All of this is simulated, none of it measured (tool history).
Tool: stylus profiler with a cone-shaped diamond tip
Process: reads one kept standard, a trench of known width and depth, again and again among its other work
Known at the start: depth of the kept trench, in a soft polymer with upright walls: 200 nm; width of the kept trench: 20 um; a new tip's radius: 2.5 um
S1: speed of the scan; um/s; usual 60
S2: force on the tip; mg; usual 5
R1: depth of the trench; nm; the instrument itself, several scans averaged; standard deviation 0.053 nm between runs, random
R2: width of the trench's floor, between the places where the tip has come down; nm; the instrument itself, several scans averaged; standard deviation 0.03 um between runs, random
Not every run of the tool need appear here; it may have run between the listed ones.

run 1 hour=0 | S1=60 S2=5 | R1=204.41 R2=17940
run 2 hour=82.3 | S1=60 S2=5 | R1=204.45 R2=17920
run 3 hour=144.9 | S1=60 S2=5 | R1=204.37 R2=17970
run 4 hour=195.6 | S1=60 S2=5 | R1=204.45 R2=17960
run 5 hour=269.5 | S1=54 S2=5 | R1=204.29 R2=17940
run 6 hour=315.7 | S1=54 S2=5 | R1=204.47 R2=17940
run 7 hour=387.6 | S1=54 S2=5 | R1=204.4 R2=18020
run 8 hour=442.8 | S1=118 S2=5 | R1=204.29 R2=17820
run 9 hour=495.9 | S1=60 S2=5 | R1=204.39 R2=17980
run 10 hour=560.7 | S1=60 S2=5 | R1=204.45 R2=17920
run 11 hour=626.5 | S1=60 S2=5 | R1=204.32 R2=17940
run 12 hour=728.8 | S1=60 S2=5 | R1=204.45 R2=17940
run 13 hour=774 | S1=60 S2=5 | R1=204.4 R2=17950
run 14 hour=858.8 | S1=16 S2=5 | R1=204.41 R2=18010
run 15 hour=951.6 | S1=60 S2=1.7 | R1=202.19 R2=17840
run 16 hour=1057.1 | S1=28 S2=5 | R1=204.36 R2=17970
run 17 hour=1125.4 | S1=28 S2=5 | R1=204.4 R2=18020
run 18 hour=1185.8 | S1=28 S2=5 | R1=204.33 R2=18040
run 19 hour=1260 | S1=28 S2=5 | R1=204.37 R2=17980
run 20 hour=1330.5 | S1=28 S2=5 | R1=204.24 R2=17960
run 21 hour=1422.3 | S1=17 S2=5 | R1=204.33 R2=17990
run 22 hour=1504.8 | S1=20 S2=5 | R1=204.39 R2=18000
run 23 hour=1578.6 | S1=20 S2=5 | R1=204.29 R2=18000
run 24 hour=1672.5 | S1=20 S2=5 | R1=204.44 R2=18020
run 25 hour=1731 | S1=25 S2=5 | R1=204.35 R2=18000
run 26 hour=1819.3 | S1=77 S2=5.8 | R1=204.88 R2=17860
-- hour=1866.9 height scale calibrated on a step standard
run 27 hour=1878.7 | S1=29 S2=8.08 | R1=206.11 R2=17980
run 28 hour=1970.5 | S1=29 S2=8.08 | R1=206.01 R2=17980
run 29 hour=2013.8 | S1=73 S2=12.67 | R1=208.18 R2=17910
run 30 hour=2074.6 | S1=43 S2=5 | R1=204.31 R2=17960
run 31 hour=2134.6 | S1=70 S2=4.21 | R1=203.93 R2=17920
run 32 hour=2183.9 | S1=70 S2=4.21 | R1=203.88 R2=17950
run 33 hour=2269.7 | S1=70 S2=4.21 | R1=203.89 R2=17880
run 34 hour=2352.1 | S1=41 S2=2.5 | R1=202.72 R2=17910
run 35 hour=2426 | S1=41 S2=2.5 | R1=202.67 R2=17950
run 36 hour=2528.5 | S1=41 S2=2.5 | R1=202.7 R2=17930
run 37 hour=2597.1 | S1=43 S2=3.47 | R1=203.46 R2=17930
run 38 hour=2640.1 | S1=80 S2=7.6 | R1=205.85 R2=17910
run 39 hour=2688.2 | S1=148 S2=2.33 | R1=202.56 R2=17700
run 40 hour=2771.8 | S1=28 S2=2.2 | R1=202.58 R2=17960
run 41 hour=2857.3 | S1=28 S2=2.2 | R1=202.51 R2=18010
run 42 hour=2906.7 | S1=152 S2=5.01 | R1=204.46 R2=17790
run 43 hour=2973.8 | S1=152 S2=5.01 | R1=204.42 R2=17780
run 44 hour=3031.8 | S1=152 S2=5.01 | R1=204.35 R2=17810
run 45 hour=3129.6 | S1=26 S2=2.78 | R1=202.97 R2=17990

Predict each of these 4 candidate next runs independently; none follows another, all start after run 45:
-- hour=3191.9 new tip fitted, height scale calibrated
run A hour=3219.4 | S1=60 S2=8.25 | R1=? R2=?
-- hour=3191.9 new tip fitted, height scale calibrated
run B hour=3219.4 | S1=26 S2=1.96 | R1=? R2=?
-- hour=3191.9 new tip fitted, height scale calibrated
run C hour=3219.4 | S1=89 S2=13.89 | R1=? R2=?
-- hour=3191.9 new tip fitted, height scale calibrated
run D hour=3219.4 | S1=60 S2=2.85 | R1=? R2=?

run=A R1=206.18 R2=17990
run=B R1=202.41 R2=18020
run=C R1=208.71 R2=17920
run=D R1=203.01 R2=17930
Had the tool no hidden state, the same runs would have come out as:
run=A R1=206.18 R2=17990
run=B R1=202.41 R2=18020
run=C R1=208.71 R2=17920
run=D R1=203.01 R2=17930
